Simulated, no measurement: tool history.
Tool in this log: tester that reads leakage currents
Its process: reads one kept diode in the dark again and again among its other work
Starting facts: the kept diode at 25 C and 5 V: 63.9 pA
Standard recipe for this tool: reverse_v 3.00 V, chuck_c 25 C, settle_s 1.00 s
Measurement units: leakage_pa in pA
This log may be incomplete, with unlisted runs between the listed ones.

run      day  reverse_v  chuck_c  settle_s  leakage_pa
  1    0.000       3.00       25      1.00       52.89
  2    7.171       3.00       25      1.00       52.83
  3   16.354       3.00       25      1.00       52.84
  4   25.783       3.00       25      1.00       52.64
  5   34.250       3.00       25      1.00       52.87
  6   38.267       3.00       25      1.00       53.04
  7   44.471       3.00       25      1.00       52.55
  8   49.729       3.00       25      1.00       52.89
  9   58.267      12.95       25      1.00       93.95
 10   63.675      12.95       25      1.00       94.21
 11   67.667      12.95       25      1.00       94.24
 12   76.383      12.95       25      1.00       94.66
 13   82.038       3.00       25      7.09       52.72
 14   87.708       3.00       25      7.09       52.47
 15   93.417       2.78       46      0.52      327.81
 16  100.125       3.00       23      1.00       43.40
 17  104.346       2.25       23      0.50       38.91
     107.954  -- tester calibrated
     108.771  -- probe card cleaned and baked
 18  109.892       2.25       23      0.50       38.82
 19  115.929       2.25       23      0.50       39.15
 20  120.033       1.60       21      0.44       28.28
 21  124.817       1.15       20      0.62       22.33
 22  132.204       1.15       21      0.62       24.77
     132.858  -- chuck's temperature calibrated
 23  140.942       1.15       21      0.62       24.53
 24  146.338       8.49       21      0.62       54.61
 25  154.017       3.00       25      2.27       52.39
 26  162.217       7.05       37      1.00      219.98
 27  167.354       3.00       56      4.10      757.36
 28  172.629       3.00       51      1.72      507.44

Pick out some run-to-run changes in leakage_pa. Of each, how much would a tool without hidden state show as well, from the settings, what came in and chance, and how much is left for the hidden state and any gauge scatter not in both results compared?
Hidden state present: stray current of the dirty probe card, pA a volt; current scale over the true one, %; true chuck temperature over the reading, C; drift of the gauge itself on leakage_pa, %.
Run 14 -> 15: reverse_v 3.00 -> 2.78, chuck_c 25 -> 46, settle_s 7.09 -> 0.52. leakage_pa +275.34 pA: hidden state +0.37, all else +274.97.
Run 15 -> 16: reverse_v 2.78 -> 3.00, chuck_c 46 -> 23, settle_s 0.52 -> 1.00. leakage_pa -284.41 pA: hidden state -0.37, all else -284.04.
Run 26 -> 27: reverse_v 7.05 -> 3.00, chuck_c 37 -> 56, settle_s 1.00 -> 4.10. leakage_pa +537.38 pA: hidden state +0.32, all else +537.06.

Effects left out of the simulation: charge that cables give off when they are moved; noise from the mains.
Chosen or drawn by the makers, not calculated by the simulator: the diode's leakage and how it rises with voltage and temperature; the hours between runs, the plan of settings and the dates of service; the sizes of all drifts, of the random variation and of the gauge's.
